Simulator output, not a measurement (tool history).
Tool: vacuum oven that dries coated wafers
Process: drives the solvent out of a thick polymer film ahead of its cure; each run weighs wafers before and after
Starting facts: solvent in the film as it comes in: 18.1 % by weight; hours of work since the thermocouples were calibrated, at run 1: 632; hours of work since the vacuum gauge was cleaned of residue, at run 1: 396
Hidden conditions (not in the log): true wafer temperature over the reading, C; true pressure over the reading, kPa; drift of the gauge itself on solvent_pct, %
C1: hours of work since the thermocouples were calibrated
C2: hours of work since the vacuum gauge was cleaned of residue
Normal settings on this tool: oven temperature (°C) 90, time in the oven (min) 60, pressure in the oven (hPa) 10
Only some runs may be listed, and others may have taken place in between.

{"run": 1, "hour": 0.0, "oven temperature (°C)": 90, "time in the oven (min)": 60, "pressure in the oven (hPa)": 10, "C1": 632, "C2": 396, "solvent left in the film (%)": 5.42}
{"run": 2, "hour": 12.4, "oven temperature (°C)": 90, "time in the oven (min)": 60, "pressure in the oven (hPa)": 10, "C1": 642, "C2": 406, "solvent left in the film (%)": 5.44}
{"run": 3, "hour": 33.7, "oven temperature (°C)": 90, "time in the oven (min)": 60, "pressure in the oven (hPa)": 10, "C1": 659, "C2": 423, "solvent left in the film (%)": 5.49}
{"run": 4, "hour": 50.2, "oven temperature (°C)": 90, "time in the oven (min)": 60, "pressure in the oven (hPa)": 33, "C1": 672, "C2": 436, "solvent left in the film (%)": 8.05}
{"hour": 53.4, "done": "vacuum gauge cleaned of residue and calibrated"}
{"run": 5, "hour": 67.3, "oven temperature (°C)": 90, "time in the oven (min)": 60, "pressure in the oven (hPa)": 33, "C1": 684, "C2": 11, "solvent left in the film (%)": 8.22}
{"hour": 73.0, "done": "oven's thermocouples calibrated"}
{"run": 6, "hour": 92.7, "oven temperature (°C)": 90, "time in the oven (min)": 60, "pressure in the oven (hPa)": 10, "C1": 16, "C2": 29, "solvent left in the film (%)": 5.27}
{"run": 7, "hour": 110.2, "oven temperature (°C)": 90, "time in the oven (min)": 60, "pressure in the oven (hPa)": 10, "C1": 29, "C2": 43, "solvent left in the film (%)": 5.28}
{"run": 8, "hour": 134.9, "oven temperature (°C)": 96, "time in the oven (min)": 31, "pressure in the oven (hPa)": 14.3, "C1": 49, "C2": 63, "solvent left in the film (%)": 7.13}
{"run": 9, "hour": 148.9, "oven temperature (°C)": 96, "time in the oven (min)": 31, "pressure in the oven (hPa)": 14.3, "C1": 60, "C2": 74, "solvent left in the film (%)": 7.25}

Predict the results of run 10:
{"hour": 168.4, "done": "vacuum gauge cleaned of residue and calibrated, once more"}
{"run": 10, "hour": 172.8, "oven temperature (°C)": 75, "time in the oven (min)": 61, "pressure in the oven (hPa)": 13.8, "C1": 78, "C2": 3, "solvent left in the film (%)": "?"}

solvent left in the film (%): 10.11
Without the tool's hidden state the same run would have given solvent left in the film (%) 10.08.
